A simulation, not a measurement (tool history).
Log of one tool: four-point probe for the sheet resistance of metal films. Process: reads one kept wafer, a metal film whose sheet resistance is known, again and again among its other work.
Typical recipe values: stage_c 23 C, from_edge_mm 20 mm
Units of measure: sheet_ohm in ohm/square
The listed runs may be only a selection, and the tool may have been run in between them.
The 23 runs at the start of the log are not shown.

run	hour	stage_c	from_edge_mm	sheet_ohm
24	583.3	18	16	18.397008
25	601.6	30	15	18.285406
26	633.7	26	20	18.306893
27	657.5	26	20	18.316944
28	677.1	26	20	18.316552
29	702.2	26	20	18.321198
30	732.1	26	20	18.317626
31	753.1	26	20	18.322564
32	770.8	27	42	18.30675
33	786.5	21	29	18.362396
34	810.8	21	29	18.369349
35	833.4	26	9	18.371087
36	854.8	31	24	18.281753
37	878.8	31	24	18.280414
38	900.9	31	24	18.282293
39	919.5	25	45	18.330687
40	940.5	29	45	18.301004
41	965.6	34	21	18.259591
# hour 983: stage's thermometer calibrated
42	1000	25	5	18.511999
43	1014.7	27	4	18.581375
44	1030	32	11	18.320723

Estimate the outcome of run 45 from the log above:
45	1057.6	26	7	?

Run 45 yielded sheet_ohm 18.429944 ohm/square.
The same run, on a tool lacking any hidden state, would have yielded sheet_ohm 18.408664 ohm/square.
